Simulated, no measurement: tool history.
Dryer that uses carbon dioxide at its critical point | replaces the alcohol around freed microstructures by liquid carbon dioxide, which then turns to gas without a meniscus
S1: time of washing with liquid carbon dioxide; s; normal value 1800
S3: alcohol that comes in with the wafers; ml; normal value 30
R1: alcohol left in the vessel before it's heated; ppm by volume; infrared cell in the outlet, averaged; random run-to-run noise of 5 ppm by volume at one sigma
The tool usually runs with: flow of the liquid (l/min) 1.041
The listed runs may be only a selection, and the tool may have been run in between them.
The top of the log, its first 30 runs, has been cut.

run 31 hour=1332 | S1=1620 flow_of_the_liquid_(l/min)=1.31 S3=66 | R1=163
run 32 hour=1378.2 | S1=1620 flow_of_the_liquid_(l/min)=1.31 S3=66 | R1=172
-- hour=1429.7 purifier's bed changed
run 33 hour=1440 | S1=1620 flow_of_the_liquid_(l/min)=1.61 S3=23 | R1=6
run 34 hour=1489.5 | S1=1860 flow_of_the_liquid_(l/min)=0.85 S3=36 | R1=93
run 35 hour=1531.9 | S1=1260 flow_of_the_liquid_(l/min)=0.91 S3=45 | R1=398
run 36 hour=1562 | S1=1260 flow_of_the_liquid_(l/min)=0.91 S3=45 | R1=397
run 37 hour=1601.7 | S1=1800 flow_of_the_liquid_(l/min)=1.22 S3=21 | R1=50
run 38 hour=1643.3 | S1=1800 flow_of_the_liquid_(l/min)=1.22 S3=21 | R1=47
run 39 hour=1679.7 | S1=2160 flow_of_the_liquid_(l/min)=0.99 S3=82 | R1=85
run 40 hour=1726.6 | S1=1320 flow_of_the_liquid_(l/min)=0.64 S3=30 | R1=707
run 41 hour=1767 | S1=1140 flow_of_the_liquid_(l/min)=1.26 S3=22 | R1=156
run 42 hour=1807.4 | S1=1140 flow_of_the_liquid_(l/min)=1.26 S3=22 | R1=171
run 43 hour=1866 | S1=2580 flow_of_the_liquid_(l/min)=0.85 S3=81 | R1=132
-- hour=1921.4 inlet filter changed
run 44 hour=1926.1 | S1=2580 flow_of_the_liquid_(l/min)=0.85 S3=81 | R1=112
run 45 hour=1975.7 | S1=2580 flow_of_the_liquid_(l/min)=0.73 S3=34 | R1=129
run 46 hour=2016.6 | S1=1260 flow_of_the_liquid_(l/min)=1.22 S3=57 | R1=234

4 options for the next run, each taken on its own from the tool as it stands now. Forecast them:
run A hour=2068.6 | S1=1140 flow_of_the_liquid_(l/min)=1.32 S3=48 | R1=?
run B hour=2068.6 | S1=1800 flow_of_the_liquid_(l/min)=0.85 S3=57 | R1=?
run C hour=2068.6 | S1=1260 flow_of_the_liquid_(l/min)=0.82 S3=57 | R1=?
run D hour=2068.6 | S1=1860 flow_of_the_liquid_(l/min)=0.67 S3=57 | R1=?

run=A R1=246
run=B R1=254
run=C R1=756
run=D R1=437
Stripped of hidden state, with their random variation kept, the same runs would have yielded:
run=A R1=119
run=B R1=124
run=C R1=580
run=D R1=288
